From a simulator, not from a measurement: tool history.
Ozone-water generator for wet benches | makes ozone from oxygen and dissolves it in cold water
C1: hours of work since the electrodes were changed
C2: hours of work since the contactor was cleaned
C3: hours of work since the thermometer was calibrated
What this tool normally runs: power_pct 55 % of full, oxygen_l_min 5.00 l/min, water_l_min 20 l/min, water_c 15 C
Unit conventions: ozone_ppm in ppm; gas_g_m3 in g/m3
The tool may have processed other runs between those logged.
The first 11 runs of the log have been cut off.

{"run": 12, "hour": 670.4, "power_pct": 56, "oxygen_l_min": 5.0, "water_l_min": 20, "water_c": 15, "C1": 1288, "C2": 3966, "C3": 734, "ozone_ppm": 22.5, "gas_g_m3": 216.2}
{"run": 13, "hour": 764.3, "power_pct": 83, "oxygen_l_min": 5.0, "water_l_min": 20, "water_c": 15, "C1": 1355, "C2": 4032, "C3": 800, "ozone_ppm": 27.5, "gas_g_m3": 269.2}
{"run": 14, "hour": 826.8, "power_pct": 83, "oxygen_l_min": 5.0, "water_l_min": 20, "water_c": 15, "C1": 1399, "C2": 4077, "C3": 844, "ozone_ppm": 27.6, "gas_g_m3": 267.2}
{"run": 15, "hour": 929.8, "power_pct": 83, "oxygen_l_min": 5.0, "water_l_min": 20, "water_c": 15, "C1": 1472, "C2": 4150, "C3": 917, "ozone_ppm": 27.6, "gas_g_m3": 266.1}
{"hour": 938.2, "done": "gauge calibrated"}
{"run": 16, "hour": 1028.3, "power_pct": 83, "oxygen_l_min": 5.0, "water_l_min": 20, "water_c": 15, "C1": 1542, "C2": 4219, "C3": 987, "ozone_ppm": 28.0, "gas_g_m3": 273.2}
{"run": 17, "hour": 1107.2, "power_pct": 83, "oxygen_l_min": 3.68, "water_l_min": 20, "water_c": 15, "C1": 1598, "C2": 4275, "C3": 1043, "ozone_ppm": 27.0, "gas_g_m3": 319.0}
{"run": 18, "hour": 1154.6, "power_pct": 69, "oxygen_l_min": 5.0, "water_l_min": 20, "water_c": 9, "C1": 1631, "C2": 4309, "C3": 1076, "ozone_ppm": 26.9, "gas_g_m3": 243.6}
{"run": 19, "hour": 1197.8, "power_pct": 55, "oxygen_l_min": 5.0, "water_l_min": 20, "water_c": 9, "C1": 1662, "C2": 4339, "C3": 1107, "ozone_ppm": 23.8, "gas_g_m3": 218.3}
{"run": 20, "hour": 1291.5, "power_pct": 49, "oxygen_l_min": 4.83, "water_l_min": 12, "water_c": 15, "C1": 1728, "C2": 4406, "C3": 1173, "ozone_ppm": 31.6, "gas_g_m3": 207.2}
{"run": 21, "hour": 1371.6, "power_pct": 55, "oxygen_l_min": 5.0, "water_l_min": 20, "water_c": 20, "C1": 1785, "C2": 4462, "C3": 1230, "ozone_ppm": 20.7, "gas_g_m3": 218.0}
{"run": 22, "hour": 1472.3, "power_pct": 66, "oxygen_l_min": 4.33, "water_l_min": 20, "water_c": 9, "C1": 1856, "C2": 4534, "C3": 1301, "ozone_ppm": 26.0, "gas_g_m3": 257.1}
{"run": 23, "hour": 1544.0, "power_pct": 66, "oxygen_l_min": 4.33, "water_l_min": 20, "water_c": 9, "C1": 1907, "C2": 4584, "C3": 1352, "ozone_ppm": 26.1, "gas_g_m3": 255.7}
{"run": 24, "hour": 1626.0, "power_pct": 66, "oxygen_l_min": 2.55, "water_l_min": 20, "water_c": 22, "C1": 1965, "C2": 4643, "C3": 1410, "ozone_ppm": 20.9, "gas_g_m3": 338.4}
{"run": 25, "hour": 1697.0, "power_pct": 41, "oxygen_l_min": 7.08, "water_l_min": 20, "water_c": 15, "C1": 2015, "C2": 4693, "C3": 1460, "ozone_ppm": 19.0, "gas_g_m3": 152.8}
{"run": 26, "hour": 1777.1, "power_pct": 41, "oxygen_l_min": 7.08, "water_l_min": 20, "water_c": 15, "C1": 2072, "C2": 4750, "C3": 1517, "ozone_ppm": 19.1, "gas_g_m3": 151.1}
{"run": 27, "hour": 1831.2, "power_pct": 41, "oxygen_l_min": 7.08, "water_l_min": 20, "water_c": 15, "C1": 2110, "C2": 4788, "C3": 1555, "ozone_ppm": 18.7, "gas_g_m3": 151.2}
{"run": 28, "hour": 1901.4, "power_pct": 41, "oxygen_l_min": 5.0, "water_l_min": 20, "water_c": 14, "C1": 2160, "C2": 4837, "C3": 1605, "ozone_ppm": 19.1, "gas_g_m3": 182.2}
{"run": 29, "hour": 1973.3, "power_pct": 41, "oxygen_l_min": 5.0, "water_l_min": 20, "water_c": 14, "C1": 2211, "C2": 4888, "C3": 1656, "ozone_ppm": 18.8, "gas_g_m3": 182.9}
{"run": 30, "hour": 2020.3, "power_pct": 98, "oxygen_l_min": 5.0, "water_l_min": 20, "water_c": 21, "C1": 2244, "C2": 4922, "C3": 1689, "ozone_ppm": 27.9, "gas_g_m3": 288.8}
{"run": 31, "hour": 2087.7, "power_pct": 55, "oxygen_l_min": 5.0, "water_l_min": 14, "water_c": 15, "C1": 2292, "C2": 4969, "C3": 1737, "ozone_ppm": 29.8, "gas_g_m3": 212.7}
{"run": 32, "hour": 2142.2, "power_pct": 46, "oxygen_l_min": 8.19, "water_l_min": 13, "water_c": 14, "C1": 2330, "C2": 5008, "C3": 1776, "ozone_ppm": 27.5, "gas_g_m3": 149.9}

Alternative continuations, all from the tool just after run 32; predict every row:
{"run": "A", "hour": 2210.9, "power_pct": 41, "oxygen_l_min": 4.57, "water_l_min": 29, "water_c": 14, "C1": 2379, "C2": 5057, "C3": 1824, "ozone_ppm": "?", "gas_g_m3": "?"}
{"run": "B", "hour": 2210.9, "power_pct": 44, "oxygen_l_min": 5.0, "water_l_min": 12, "water_c": 15, "C1": 2379, "C2": 5057, "C3": 1824, "ozone_ppm": "?", "gas_g_m3": "?"}
{"run": "C", "hour": 2210.9, "power_pct": 46, "oxygen_l_min": 4.01, "water_l_min": 24, "water_c": 14, "C1": 2379, "C2": 5057, "C3": 1824, "ozone_ppm": "?", "gas_g_m3": "?"}
{"run": "D", "hour": 2210.9, "power_pct": 55, "oxygen_l_min": 5.0, "water_l_min": 20, "water_c": 11, "C1": 2379, "C2": 5057, "C3": 1824, "ozone_ppm": "?", "gas_g_m3": "?"}
{"run": "E", "hour": 2210.9, "power_pct": 63, "oxygen_l_min": 2.94, "water_l_min": 13, "water_c": 21, "C1": 2379, "C2": 5057, "C3": 1824, "ozone_ppm": "?", "gas_g_m3": "?"}

run=A ozone_ppm=13.2 gas_g_m3=188.3
run=B ozone_ppm=29.7 gas_g_m3=186.2
run=C ozone_ppm=16.5 gas_g_m3=215.1
run=D ozone_ppm=23.3 gas_g_m3=209.6
run=E ozone_ppm=30.9 gas_g_m3=299.6
Had the tool no hidden state, the same runs would have come out as:
run=A ozone_ppm=13.2 gas_g_m3=196.1
run=B ozone_ppm=29.8 gas_g_m3=193.8
run=C ozone_ppm=16.6 gas_g_m3=224.0
run=D ozone_ppm=23.4 gas_g_m3=218.2
run=E ozone_ppm=31.0 gas_g_m3=312.0
